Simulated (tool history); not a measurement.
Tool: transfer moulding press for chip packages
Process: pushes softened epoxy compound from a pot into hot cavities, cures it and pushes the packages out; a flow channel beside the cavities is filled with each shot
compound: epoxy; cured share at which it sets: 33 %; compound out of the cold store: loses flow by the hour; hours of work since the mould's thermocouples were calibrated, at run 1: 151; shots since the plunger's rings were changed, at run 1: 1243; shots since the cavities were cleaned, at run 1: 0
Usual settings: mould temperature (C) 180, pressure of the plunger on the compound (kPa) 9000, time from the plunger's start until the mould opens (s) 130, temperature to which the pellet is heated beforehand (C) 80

run	hour	mould temperature (C)	pressure of the plunger on the compound (kPa)	time from the plunger's start until the mould opens (s)	temperature to which the pellet is heated beforehand (C)	hours of work since the mould's thermocouples were calibrated	shots since the plunger's rings were changed	shots since the cavities were cleaned	incoming compound's hours out of the cold store	length that the compound runs in the flow channel (mm)	greatest force on the pins that push the packages out (N)
1	0	180	9000	130	80	151	1243	0	34.4	904	383
2	21.2	180	9000	130	80	164	1418	175	43.6	871	475
3	38.5	180	9000	130	80	174	1561	318	16.3	954	550
4	59.7	180	9000	122	80	187	1736	493	36.5	889	668
# hour 82.9: cavities cleaned with cleaning compound and waxed
5	85	180	7490	122	80	201	1933	17	43.2	795	761
6	106	180	7490	122	80	214	2106	190	25.8	836	787
7	128.5	180	7490	122	80	228	2292	376	29	831	804
8	150.8	180	7490	122	80	241	2477	561	42.3	789	778
# hour 166.7: cavities cleaned with cleaning compound and waxed
9	171.4	180	7490	122	80	253	2634	39	19	860	447
10	188.9	188	9000	130	80	263	2779	184	40.7	843	453
11	207.8	187	9000	130	80	274	2934	339	41.4	838	499
# hour 214.5: cavities cleaned with cleaning compound and waxed, once more
12	220.9	180	9000	130	80	281	3031	53	16	950	420
13	238.3	186	9000	130	80	292	3174	196	47.9	817	465
14	259.8	186	9000	130	80	305	3352	374	44.4	831	507
15	279.1	184	7420	120	72	316	3511	533	22.2	818	614
# hour 297.6: cavities cleaned with cleaning compound and waxed
16	298.6	184	9060	134	87	327	3660	8	18.9	911	354
17	318.1	184	9060	134	87	339	3821	169	29.1	871	459
18	335.4	184	9060	134	87	349	3965	313	23.2	901	514
19	355.8	180	10350	130	80	362	4133	481	29.5	942	613
20	371.3	180	10350	130	80	371	4261	609	36	922	654
# hour 376.1: plunger's sealing rings changed
# hour 383.7: cavities cleaned with cleaning compound and waxed
21	399	180	10350	130	80	385	177	127	35.6	982	446
22	411.2	180	7530	139	80	393	278	228	12.2	916	484
23	431.9	180	7860	130	80	405	449	399	41.9	833	587
24	457.3	179	9000	130	77	420	658	608	43.2	879	667
# hour 466.6: cavities cleaned with cleaning compound and waxed
25	484.4	180	6840	143	78	436	870	147	23.3	826	442
26	498.8	178	7970	110	78	444	989	266	26.5	890	770

The next listed run, before its measurement:
27	512.8	178	10650	110	78	453	1105	382	22.3	?	?

Run 27 gave length that the compound runs in the flow channel (mm) 1037, greatest force on the pins that push the packages out (N) 812.
Without the tool's hidden state the same run would have given length that the compound runs in the flow channel (mm) 1060, greatest force on the pins that push the packages out (N) 533.
